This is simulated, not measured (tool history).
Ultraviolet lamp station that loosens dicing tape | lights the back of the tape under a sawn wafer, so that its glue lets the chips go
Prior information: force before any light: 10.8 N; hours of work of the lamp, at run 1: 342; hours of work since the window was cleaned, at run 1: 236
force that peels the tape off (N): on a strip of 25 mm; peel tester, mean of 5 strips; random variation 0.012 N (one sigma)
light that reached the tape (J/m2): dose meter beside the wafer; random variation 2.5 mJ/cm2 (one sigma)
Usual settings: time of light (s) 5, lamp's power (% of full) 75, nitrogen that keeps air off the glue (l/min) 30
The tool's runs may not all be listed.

run   hour  time of light (s)  lamp's power (% of full)  nitrogen that keeps air off the glue (l/min)  hours of work of the lamp  hours of work since the window was cleaned  force that peels the tape off (N)  light that reached the tape (J/m2)
  1    0.0                  5                        75                                            30                        342                                         236                              1.057                                2220
       1.9  -- window cleaned of glue's vapour
  2   18.7                  5                        75                                            30                        352                                           9                              1.431                                2030
  3   34.5                  5                        75                                            30                        361                                          18                              1.476                                1920
  4   51.8                  5                        75                                            30                        371                                          27                              1.474                                1970
  5   73.5                  5                        82                                            30                        383                                          39                              1.311                                2030
  6   93.6                  5                        82                                            30                        394                                          51                              1.268                                2010
  7  114.2                  5                        82                                            30                        405                                          62                              1.356                                1960
  8  130.3                  5                        75                                            30                        414                                          71                              1.652                                1810
     137.2  -- window cleaned of glue's vapour, once more
  9  145.8                  5                        63                                            30                        422                                           5                              1.199                                2100
 10  168.1                  5                        63                                            30                        434                                          17                              1.262                                2060
 11  187.5                  5                        75                                            30                        445                                          28                              0.912                                2460
 12  204.3                  5                        75                                            30                        454                                          37                              0.925                                2430
 13  213.6                  5                        75                                            30                        460                                          42                              0.950                                2420
 14  235.7                  5                        75                                            30                        472                                          54                              0.946                                2350
 15  250.8                  5                        75                                            30                        480                                          63                              0.994                                2340
 16  270.1                  5                        75                                            30                        491                                          73                              1.018                                2340
 17  280.1                  5                        62                                            30                        496                                          79                              1.497                                1880
 18  289.8                  5                        75                                            30                        502                                          84                              1.062                                2320
 19  306.2                  5                        75                                            30                        511                                          93                              1.057                                2270
 20  316.1                  9                        71                                            21                        516                                          99                              0.422                                3870
 21  333.1                  5                        96                                            30                        525                                         108                              0.654                                2870
 22  347.2                  5                        75                                            59                        533                                         116                              0.885                                2220
 23  356.9                  5                        75                                            59                        539                                         121                              0.904                                2180
 24  373.5                  3                        78                                            11                        548                                         130                              3.588                                1340
 25  383.9                  3                        78                                            11                        553                                         136                              3.388                                1360
 26  406.7                  5                        81                                            59                        566                                         149                              0.804                                2300
 27  426.5                  5                        61                                            12                        577                                         159                              2.616                                1750
 28  444.6                  3                        76                                            30                        587                                         169                              2.844                                1290
 29  467.3                  6                        85                                            41                        599                                         182                              0.609                                2830
 30  480.1                  6                        85                                            41                        606                                         189                              0.602                                2750
 31  493.4                  6                        85                                            41                        614                                         196                              0.613                                2760
 32  505.6                  3                        75                                            10                        620                                         203                              4.089                                1200
 33  521.6                  3                        75                                            10                        629                                         212                              4.067                                1140
 34  535.3                  3                        75                                            10                        637                                         219                              4.105                                1150
 35  553.6                  4                        75                                            26                        647                                         230                              2.286                                1540
     568.0  -- window cleaned of glue's vapour
 36  568.3                  2                        63                                            54                        655                                           0                              4.151                                 780

Hidden condition of the tool, last listed run before each entry between runs versus first listed run after:
In the gap between runs 1 and 2: window cleaned of glue's vapour (hour 1.9)
  lamp's light, % of a new lamp's: 84.1 -> 83.6; light that the window lets through, % of a clean one's: 85 -> 74.5
  measured value less the no-hidden-state value, force that peels the tape off (N): +0.542 -> +0.892; light that reached the tape (J/m2): -900 -> -1190
In the gap between runs 8 and 9: window cleaned of glue's vapour, once more (hour 137.2)
  lamp's light, % of a new lamp's: 81.1 -> 80.7; light that the window lets through, % of a clean one's: 70.6 -> 99.5
  measured value less the no-hidden-state value, force that peels the tape off (N): +1.122 -> +0.436; light that reached the tape (J/m2): -1360 -> -520
In the gap between runs 35 and 36: window cleaned of glue's vapour (hour 568.0)
  lamp's light, % of a new lamp's: 71.5 -> 71.2; light that the window lets through, % of a clean one's: 85.5 -> 99.5
  measured value less the no-hidden-state value, force that peels the tape off (N): +1.347 -> +1.250; light that reached the tape (J/m2): -970 -> -310

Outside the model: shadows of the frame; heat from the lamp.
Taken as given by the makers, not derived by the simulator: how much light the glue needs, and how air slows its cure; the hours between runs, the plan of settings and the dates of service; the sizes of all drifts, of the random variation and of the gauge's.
